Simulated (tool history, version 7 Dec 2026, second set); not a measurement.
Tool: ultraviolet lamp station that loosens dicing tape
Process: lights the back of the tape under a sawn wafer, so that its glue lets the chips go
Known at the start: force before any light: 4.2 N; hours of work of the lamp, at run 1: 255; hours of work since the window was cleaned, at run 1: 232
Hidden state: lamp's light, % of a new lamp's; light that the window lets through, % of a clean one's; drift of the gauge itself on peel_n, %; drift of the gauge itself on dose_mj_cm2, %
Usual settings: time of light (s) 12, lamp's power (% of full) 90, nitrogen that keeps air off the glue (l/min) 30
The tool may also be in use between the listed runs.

run   hour  time of light (s)  lamp's power (% of full)  nitrogen that keeps air off the glue (l/min)  hours of work of the lamp  hours of work since the window was cleaned  force that peels the tape off (N)  light that reached the tape (mJ/cm²)
  1      0                 12                        90                                            30                        255                                         232                               0.24                                   277
  2   10.9                 12                        90                                            30                        262                                         239                              0.238                                   276
  3   20.7                 12                        90                                            30                        269                                         245                               0.25                                   271
  4   31.5                 12                        90                                            30                        276                                         253                              0.243                                   271
  5   42.1                 12                        90                                            30                        283                                         260                               0.25                                   268
  6   60.9                 12                        90                                            30                        295                                         272                              0.255                                   267
  7   70.5                 12                        67                                            30                        301                                         278                              0.392                                   201
  8   90.6                 12                        67                                            30                        315                                         292                              0.363                                   196
  9  109.1                 14                        67                                            30                        327                                         304                              0.303                                   227
 10  120.5                 14                        67                                            30                        334                                         311                              0.309                                   226
     134.4  -- window cleaned of glue's vapour
 11  134.9                 14                        67                                            30                        344                                           0                              0.265                                   260
 12  151.9                 14                        87                                            15                        355                                          12                              0.265                                   333
 13    168                 12                        61                                            30                        366                                          22                              0.379                                   199
 14  178.1                 12                        65                                            15                        372                                          29                              0.504                                   212
 15  194.7                 18                        80                                            50                        383                                          40                              0.187                                   387

The next listed run, before its measurement:
 16  215.7                 18                        80                                            50                        397                                          54                                  ?                                     ?

force that peels the tape off (N): 0.182
light that reached the tape (mJ/cm²): 381
Without the tool's hidden state the same run would have given force that peels the tape off (N) 0.178, light that reached the tape (mJ/cm²) 450.
